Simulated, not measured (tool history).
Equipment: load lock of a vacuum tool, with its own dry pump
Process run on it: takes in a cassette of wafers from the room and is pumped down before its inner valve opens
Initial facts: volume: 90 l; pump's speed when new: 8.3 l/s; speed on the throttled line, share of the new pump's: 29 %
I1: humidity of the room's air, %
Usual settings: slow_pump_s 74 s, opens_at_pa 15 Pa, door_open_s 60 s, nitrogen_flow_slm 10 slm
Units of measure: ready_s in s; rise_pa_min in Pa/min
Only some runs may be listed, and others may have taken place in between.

{"run": 1, "hour": 0.0, "slow_pump_s": 74, "opens_at_pa": 15, "door_open_s": 60, "nitrogen_flow_slm": 10, "I1": 43.5, "ready_s": 167.3, "rise_pa_min": 0.039}
{"run": 2, "hour": 365.4, "slow_pump_s": 113, "opens_at_pa": 15, "door_open_s": 60, "nitrogen_flow_slm": 10, "I1": 46.1, "ready_s": 193.2, "rise_pa_min": 0.041}
{"run": 3, "hour": 765.9, "slow_pump_s": 74, "opens_at_pa": 15, "door_open_s": 60, "nitrogen_flow_slm": 10, "I1": 44.7, "ready_s": 169.8, "rise_pa_min": 0.048}
{"run": 4, "hour": 1027.7, "slow_pump_s": 74, "opens_at_pa": 13, "door_open_s": 60, "nitrogen_flow_slm": 10, "I1": 45.4, "ready_s": 170.6, "rise_pa_min": 0.045}
{"run": 5, "hour": 1534.2, "slow_pump_s": 74, "opens_at_pa": 13, "door_open_s": 60, "nitrogen_flow_slm": 10, "I1": 45.9, "ready_s": 171.9, "rise_pa_min": 0.053}
{"run": 6, "hour": 1940.5, "slow_pump_s": 74, "opens_at_pa": 13, "door_open_s": 60, "nitrogen_flow_slm": 10, "I1": 47.1, "ready_s": 171.3, "rise_pa_min": 0.052}
{"hour": 2174.6, "done": "dry pump taken out, an overhauled one fitted"}
{"run": 7, "hour": 2300.5, "slow_pump_s": 74, "opens_at_pa": 15, "door_open_s": 60, "nitrogen_flow_slm": 10, "I1": 44.3, "ready_s": 150.6, "rise_pa_min": 0.046}
{"run": 8, "hour": 2821.9, "slow_pump_s": 74, "opens_at_pa": 15, "door_open_s": 60, "nitrogen_flow_slm": 10, "I1": 44.6, "ready_s": 150.3, "rise_pa_min": 0.054}
{"run": 9, "hour": 3309.2, "slow_pump_s": 74, "opens_at_pa": 15, "door_open_s": 60, "nitrogen_flow_slm": 10, "I1": 42.8, "ready_s": 148.0, "rise_pa_min": 0.056}
{"run": 10, "hour": 3643.4, "slow_pump_s": 74, "opens_at_pa": 15, "door_open_s": 60, "nitrogen_flow_slm": 10, "I1": 45.9, "ready_s": 149.7, "rise_pa_min": 0.049}
{"run": 11, "hour": 4077.4, "slow_pump_s": 74, "opens_at_pa": 15, "door_open_s": 60, "nitrogen_flow_slm": 10, "I1": 48.2, "ready_s": 152.1, "rise_pa_min": 0.056}
{"run": 12, "hour": 4321.6, "slow_pump_s": 74, "opens_at_pa": 15, "door_open_s": 60, "nitrogen_flow_slm": 10, "I1": 46.5, "ready_s": 151.7, "rise_pa_min": 0.054}
{"run": 13, "hour": 4662.7, "slow_pump_s": 74, "opens_at_pa": 15, "door_open_s": 60, "nitrogen_flow_slm": 10, "I1": 47.5, "ready_s": 151.9, "rise_pa_min": 0.057}
{"run": 14, "hour": 5025.9, "slow_pump_s": 74, "opens_at_pa": 15, "door_open_s": 60, "nitrogen_flow_slm": 10, "I1": 46.3, "ready_s": 153.2, "rise_pa_min": 0.055}
{"run": 15, "hour": 5271.2, "slow_pump_s": 74, "opens_at_pa": 15, "door_open_s": 60, "nitrogen_flow_slm": 10, "I1": 45.1, "ready_s": 151.9, "rise_pa_min": 0.056}
{"run": 16, "hour": 5667.1, "slow_pump_s": 74, "opens_at_pa": 15, "door_open_s": 60, "nitrogen_flow_slm": 10, "I1": 43.9, "ready_s": 151.0, "rise_pa_min": 0.06}
{"run": 17, "hour": 5973.3, "slow_pump_s": 74, "opens_at_pa": 15, "door_open_s": 60, "nitrogen_flow_slm": 10, "I1": 45.6, "ready_s": 152.7, "rise_pa_min": 0.062}
{"run": 18, "hour": 6212.8, "slow_pump_s": 74, "opens_at_pa": 15, "door_open_s": 60, "nitrogen_flow_slm": 16, "I1": 45.1, "ready_s": 154.0, "rise_pa_min": 0.058}
{"run": 19, "hour": 6605.7, "slow_pump_s": 74, "opens_at_pa": 15, "door_open_s": 60, "nitrogen_flow_slm": 16, "I1": 45.5, "ready_s": 152.7, "rise_pa_min": 0.054}
{"run": 20, "hour": 6890.7, "slow_pump_s": 74, "opens_at_pa": 11, "door_open_s": 146, "nitrogen_flow_slm": 12, "I1": 44.6, "ready_s": 155.8, "rise_pa_min": 0.085}
{"run": 21, "hour": 7328.7, "slow_pump_s": 47, "opens_at_pa": 28, "door_open_s": 65, "nitrogen_flow_slm": 14, "I1": 41.9, "ready_s": 127.1, "rise_pa_min": 0.065}
{"run": 22, "hour": 7834.5, "slow_pump_s": 47, "opens_at_pa": 28, "door_open_s": 65, "nitrogen_flow_slm": 14, "I1": 41.0, "ready_s": 129.6, "rise_pa_min": 0.065}
{"run": 23, "hour": 8245.0, "slow_pump_s": 54, "opens_at_pa": 15, "door_open_s": 60, "nitrogen_flow_slm": 10, "I1": 40.6, "ready_s": 142.3, "rise_pa_min": 0.064}
{"run": 24, "hour": 8609.2, "slow_pump_s": 96, "opens_at_pa": 15, "door_open_s": 60, "nitrogen_flow_slm": 10, "I1": 40.2, "ready_s": 168.5, "rise_pa_min": 0.065}
{"run": 25, "hour": 9005.2, "slow_pump_s": 74, "opens_at_pa": 19, "door_open_s": 60, "nitrogen_flow_slm": 10, "I1": 45.7, "ready_s": 152.5, "rise_pa_min": 0.076}
{"run": 26, "hour": 9425.3, "slow_pump_s": 109, "opens_at_pa": 23, "door_open_s": 60, "nitrogen_flow_slm": 11, "I1": 46.4, "ready_s": 174.5, "rise_pa_min": 0.077}
{"run": 27, "hour": 9940.9, "slow_pump_s": 74, "opens_at_pa": 15, "door_open_s": 143, "nitrogen_flow_slm": 43, "I1": 48.6, "ready_s": 154.6, "rise_pa_min": 0.079}
{"run": 28, "hour": 10391.4, "slow_pump_s": 74, "opens_at_pa": 15, "door_open_s": 128, "nitrogen_flow_slm": 21, "I1": 45.4, "ready_s": 156.6, "rise_pa_min": 0.089}
{"run": 29, "hour": 10743.9, "slow_pump_s": 74, "opens_at_pa": 24, "door_open_s": 95, "nitrogen_flow_slm": 6, "I1": 42.8, "ready_s": 151.5, "rise_pa_min": 0.089}
{"run": 30, "hour": 10970.6, "slow_pump_s": 99, "opens_at_pa": 15, "door_open_s": 60, "nitrogen_flow_slm": 34, "I1": 46.5, "ready_s": 174.4, "rise_pa_min": 0.072}
{"run": 31, "hour": 11324.7, "slow_pump_s": 99, "opens_at_pa": 15, "door_open_s": 60, "nitrogen_flow_slm": 34, "I1": 49.2, "ready_s": 175.0, "rise_pa_min": 0.074}
{"run": 32, "hour": 11742.9, "slow_pump_s": 74, "opens_at_pa": 18, "door_open_s": 58, "nitrogen_flow_slm": 10, "I1": 42.9, "ready_s": 158.5, "rise_pa_min": 0.077}
{"run": 33, "hour": 12159.9, "slow_pump_s": 74, "opens_at_pa": 18, "door_open_s": 58, "nitrogen_flow_slm": 10, "I1": 43.8, "ready_s": 158.8, "rise_pa_min": 0.081}
{"run": 34, "hour": 12438.4, "slow_pump_s": 74, "opens_at_pa": 18, "door_open_s": 46, "nitrogen_flow_slm": 38, "I1": 43.0, "ready_s": 156.4, "rise_pa_min": 0.066}
{"run": 35, "hour": 12708.3, "slow_pump_s": 74, "opens_at_pa": 19, "door_open_s": 168, "nitrogen_flow_slm": 38, "I1": 44.9, "ready_s": 156.2, "rise_pa_min": 0.087}
{"run": 36, "hour": 13166.2, "slow_pump_s": 109, "opens_at_pa": 23, "door_open_s": 60, "nitrogen_flow_slm": 10, "I1": 47.2, "ready_s": 176.0, "rise_pa_min": 0.089}

Predict each of these 5 candidate next runs independently; none follows another, all start after run 36:
{"run": "A", "hour": 13472.1, "slow_pump_s": 89, "opens_at_pa": 23, "door_open_s": 60, "nitrogen_flow_slm": 10, "I1": 44.1, "ready_s": "?", "rise_pa_min": "?"}
{"run": "B", "hour": 13472.1, "slow_pump_s": 65, "opens_at_pa": 15, "door_open_s": 99, "nitrogen_flow_slm": 10, "I1": 44.1, "ready_s": "?", "rise_pa_min": "?"}
{"run": "C", "hour": 13472.1, "slow_pump_s": 109, "opens_at_pa": 19, "door_open_s": 60, "nitrogen_flow_slm": 21, "I1": 47.7, "ready_s": "?", "rise_pa_min": "?"}
{"run": "D", "hour": 13472.1, "slow_pump_s": 74, "opens_at_pa": 26, "door_open_s": 222, "nitrogen_flow_slm": 17, "I1": 44.7, "ready_s": "?", "rise_pa_min": "?"}
{"run": "E", "hour": 13472.1, "slow_pump_s": 74, "opens_at_pa": 15, "door_open_s": 60, "nitrogen_flow_slm": 10, "I1": 45.8, "ready_s": "?", "rise_pa_min": "?"}

run=A ready_s=164.3 rise_pa_min=0.085
run=B ready_s=155.7 rise_pa_min=0.099
run=C ready_s=179.2 rise_pa_min=0.086
run=D ready_s=153.3 rise_pa_min=0.119
run=E ready_s=161.0 rise_pa_min=0.096
Had the tool no hidden state, the same runs would have come out as:
run=A ready_s=153.4 rise_pa_min=0.035
run=B ready_s=142.5 rise_pa_min=0.048
run=C ready_s=168.8 rise_pa_min=0.037
run=D ready_s=141.9 rise_pa_min=0.068
run=E ready_s=148.6 rise_pa_min=0.045
